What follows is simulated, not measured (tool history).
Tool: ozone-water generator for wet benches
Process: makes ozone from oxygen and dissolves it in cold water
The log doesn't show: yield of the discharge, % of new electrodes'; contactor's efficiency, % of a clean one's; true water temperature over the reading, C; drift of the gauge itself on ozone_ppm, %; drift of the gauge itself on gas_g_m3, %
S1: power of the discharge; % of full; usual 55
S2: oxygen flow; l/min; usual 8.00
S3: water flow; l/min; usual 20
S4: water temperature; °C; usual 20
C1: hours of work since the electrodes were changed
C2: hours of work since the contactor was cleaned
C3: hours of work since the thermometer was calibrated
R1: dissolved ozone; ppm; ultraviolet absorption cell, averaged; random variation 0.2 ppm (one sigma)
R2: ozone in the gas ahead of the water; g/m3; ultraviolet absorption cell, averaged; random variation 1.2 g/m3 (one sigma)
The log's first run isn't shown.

run,hour,S1,S2,S3,S4,C1,C2,C3,R1,R2
2,29.9,55,8.00,20,20,2247,4919,58,26.6,204.9
3,75.4,55,8.00,20,20,2288,4960,99,26.4,202.4
4,111.5,55,8.00,20,20,2320,4992,132,26.7,202.2
5,152.7,52,8.00,20,20,2357,5029,169,25.7,198.7
6,202.3,52,8.00,20,20,2402,5074,213,25.7,196.3
7,265.0,52,8.00,20,20,2458,5130,270,25.5,198.0
8,319.6,52,8.00,20,20,2507,5180,319,25.8,197.8
9,358.4,52,8.00,20,20,2542,5214,354,25.8,196.3
10,410.4,52,8.00,20,20,2589,5261,400,25.5,197.0
11,455.2,55,8.00,15,20,2629,5301,441,32.2,203.1
12,486.9,55,8.00,20,20,2657,5330,469,26.4,204.8
13,548.4,55,8.00,20,20,2713,5385,524,26.4,200.6
14,602.1,55,8.00,20,20,2761,5433,573,26.2,200.5
15,641.2,55,8.00,20,20,2796,5469,608,26.3,203.5
16,681.4,55,8.00,20,20,2832,5505,644,25.9,202.1
17,709.5,55,8.00,20,20,2857,5530,669,26.5,202.4
18,761.5,55,9.32,20,13,2904,5577,716,28.6,185.7
19,806.2,52,8.00,20,13,2944,5617,756,28.6,195.3
20,863.7,42,12.14,15,20,2996,5669,808,23.4,130.6
21,914.3,42,12.14,15,20,3041,5714,853,23.8,131.4
22,944.8,55,6.63,14,26,3069,5741,881,30.7,229.9
23,978.8,55,8.00,20,28,3099,5772,911,22.2,203.2
24,1028.0,55,8.00,18,16,3144,5816,956,30.0,201.8

Run 25 comes next. What will it give?
25,1059.6,64,8.00,18,16,3172,5845,984,?,?

{"run 25": {"R1": 33.2, "R2": 218.9}}
Without the tool's hidden state the same run would have given R1 35.9 ppm, R2 227.1 g/m3.
